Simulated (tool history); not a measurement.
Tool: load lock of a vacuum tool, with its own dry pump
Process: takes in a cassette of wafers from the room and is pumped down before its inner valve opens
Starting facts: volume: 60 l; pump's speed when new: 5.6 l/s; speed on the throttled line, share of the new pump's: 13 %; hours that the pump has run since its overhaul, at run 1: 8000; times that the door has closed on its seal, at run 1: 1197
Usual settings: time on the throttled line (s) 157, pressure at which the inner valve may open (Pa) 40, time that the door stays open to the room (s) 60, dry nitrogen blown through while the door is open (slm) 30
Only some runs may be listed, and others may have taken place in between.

run      day  time on the throttled line (s)  pressure at which the inner valve may open (Pa)  time that the door stays open to the room (s)  dry nitrogen blown through while the door is open (slm)  hours that the pump has run since its overhaul  times that the door has closed on its seal  incoming humidity of the room's air, %  time from the closed door until the inner valve may open (s)  rise of the pressure with all valves shut (Pa/min)
  1        0                             157                                               40                                             60                                                       30                                            8000                                        1197                                    44.3                                                         235.5                                               0.033
  2    9.171                             157                                               40                                             60                                                        9                                            8220                                        1558                                    48.3                                                         235.9                                               0.058
  3   20.479                             157                                               40                                             60                                                        9                                            8491                                        2004                                    44.7                                                         234.4                                               0.061
  4   26.083                             157                                               40                                             60                                                        9                                            8626                                        2224                                    49.2                                                         235.3                                               0.067
  5   34.292                             157                                               40                                             60                                                        9                                            8823                                        2548                                    41.1                                                         237.1                                               0.065
  6   41.054                             157                                               40                                             60                                                       30                                            8985                                        2814                                    45.6                                                         234.7                                               0.056
  7   46.146                             157                                               40                                             60                                                       30                                            9107                                        3015                                    45.1                                                         238.5                                               0.054
  8   51.396                             157                                               36                                             60                                                       30                                            9233                                        3222                                    46.4                                                         237.4                                                0.06
  9   59.533                             157                                               36                                             60                                                       30                                            9429                                        3542                                    45.2                                                         242.7                                               0.072
 10   65.875                             157                                               36                                             60                                                       30                                            9581                                        3792                                      44                                                         238.3                                               0.071
 11   73.588                             157                                               36                                             60                                                       30                                            9766                                        4096                                    41.9                                                         241.3                                               0.078
 12   84.717                             157                                               36                                             60                                                       30                                           10033                                        4535                                    45.9                                                         241.3                                               0.087
 13   89.967                             157                                               36                                             60                                                       30                                           10159                                        4741                                    43.6                                                         239.7                                               0.092
 14     97.2                             157                                               36                                             60                                                       30                                           10333                                        5026                                    44.3                                                         240.5                                               0.092
 15  102.683                             157                                               40                                             60                                                       30                                           10464                                        5242                                    43.5                                                         239.6                                               0.098
 16  112.867                             157                                               40                                             60                                                       30                                           10709                                        5644                                    44.1                                                         241.1                                               0.106
 17   121.45                             150                                               40                                             60                                                       30                                           10915                                        5982                                    44.4                                                           232                                               0.122
 18  126.096                             157                                               40                                             60                                                       30                                           11026                                        6165                                    43.4                                                         239.9                                               0.118

Run 19, settings as shown, results not yet in. Your forecast:
 19  134.817                             136                                               40                                             60                                                       11                                           11235                                        6509                                    45.8                                                             ?                                                   ?

time from the closed door until the inner valve may open (s): 224.3
rise of the pressure with all valves shut (Pa/min): 0.148
With the hidden condition absent and the run-to-run variation left alone, this run would have shown time from the closed door until the inner valve may open (s) 202.5, rise of the pressure with all valves shut (Pa/min) 0.04.
